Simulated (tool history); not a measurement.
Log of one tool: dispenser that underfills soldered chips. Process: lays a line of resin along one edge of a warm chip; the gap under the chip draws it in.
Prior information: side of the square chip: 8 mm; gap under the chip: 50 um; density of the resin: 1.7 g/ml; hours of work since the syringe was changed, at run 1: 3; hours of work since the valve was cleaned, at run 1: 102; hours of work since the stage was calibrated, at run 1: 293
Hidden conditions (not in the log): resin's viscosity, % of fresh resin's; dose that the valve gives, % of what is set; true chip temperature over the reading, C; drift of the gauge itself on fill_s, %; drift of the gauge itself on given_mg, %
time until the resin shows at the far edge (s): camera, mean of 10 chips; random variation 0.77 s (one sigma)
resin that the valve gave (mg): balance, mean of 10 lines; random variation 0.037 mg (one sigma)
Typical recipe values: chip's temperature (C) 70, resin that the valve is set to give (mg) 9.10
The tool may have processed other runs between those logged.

run,day,chip's temperature (C),resin that the valve is set to give (mg),hours of work since the syringe was changed,hours of work since the valve was cleaned,hours of work since the stage was calibrated,time until the resin shows at the far edge (s),resin that the valve gave (mg)
1,0.000,70,9.10,3,102,293,71.8,8.61
# day 0.196: new syringe of resin
# day 0.600: new syringe of resin
2,0.621,70,9.10,0,113,304,65.8,8.65
# day 1.004: new syringe of resin
3,1.329,70,9.10,6,125,317,77.6,8.50
# day 1.425: new syringe of resin
# day 1.825: new syringe of resin
4,1.912,70,8.82,2,135,327,66.1,8.25
# day 2.088: dispensing valve cleaned and set on the balance
# day 2.292: new syringe of resin
5,2.454,70,8.27,3,6,335,70.6,8.21
# day 2.708: new syringe of resin
6,2.754,70,7.95,1,11,340,67.3,7.87
# day 3.112: new syringe of resin
7,3.158,70,7.95,1,19,347,65.1,7.86
# day 3.521: new syringe of resin
8,3.808,59,7.95,5,30,359,136.0,7.80
# day 3.929: new syringe of resin
# day 4.317: new syringe of resin
9,4.317,59,7.95,0,39,368,110.6,7.76
10,4.633,70,9.10,6,44,373,74.3,8.88
# day 4.729: new syringe of resin
11,5.050,70,9.10,6,51,380,75.6,8.83
# day 5.138: new syringe of resin
# day 5.546: new syringe of resin
12,5.588,70,9.10,1,61,390,63.2,8.82
13,5.917,70,9.10,7,67,396,76.5,8.77
# day 5.962: new syringe of resin
14,6.275,76,9.10,6,73,402,53.0,8.68
# day 6.367: new syringe of resin
# day 6.775: new syringe of resin
15,6.775,71,9.82,0,81,410,59.6,9.35
# day 7.179: new syringe of resin
16,7.404,84,11.39,4,92,421,35.4,10.79
# day 7.588: new syringe of resin
# day 7.988: new syringe of resin
17,8.121,84,11.39,2,105,434,34.4,10.72
# day 8.392: new syringe of resin
18,8.562,70,7.81,3,112,441,69.2,7.32
# day 8.808: new syringe of resin
19,9.046,70,7.81,4,121,450,74.2,7.29
# day 9.212: new syringe of resin
# day 9.633: new syringe of resin
20,9.754,78,9.63,2,133,462,45.6,8.92
# day 10.050: dispensing valve cleaned and set on the balance
# day 10.108: new syringe of resin
21,10.246,60,8.96,2,3,470,111.3,8.95
# day 10.496: new syringe of resin
22,10.771,57,11.60,5,12,479,138.6,11.66
# day 10.908: new syringe of resin
# day 11.296: new syringe of resin
23,11.371,66,8.14,1,23,489,80.3,8.02
# day 11.721: new syringe of resin
24,11.950,66,11.61,4,33,499,83.7,11.41
# day 12.129: new syringe of resin
# day 12.171: stage's temperature calibrated
# day 12.558: new syringe of resin
25,12.621,84,8.91,1,44,8,38.0,8.74
# day 12.975: new syringe of resin
26,13.138,71,9.46,3,53,17,74.5,9.18

3 options for the next run, each taken on its own from the tool as it stands now. Forecast them:
# day 13.404: new syringe of resin
A,13.712,69,11.44,6,63,27,?,?
# day 13.404: new syringe of resin
B,13.712,60,10.09,6,63,27,?,?
# day 13.404: new syringe of resin
C,13.712,63,8.80,6,63,27,?,?

run,time until the resin shows at the far edge (s),resin that the valve gave (mg)
A,89.3,11.15
B,143.1,9.75
C,122.1,8.49
What these runs would have given with no unlogged condition in the tool:
run,time until the resin shows at the far edge (s),resin that the valve gave (mg)
A,74.6,11.54
B,119.4,10.09
C,101.7,8.78
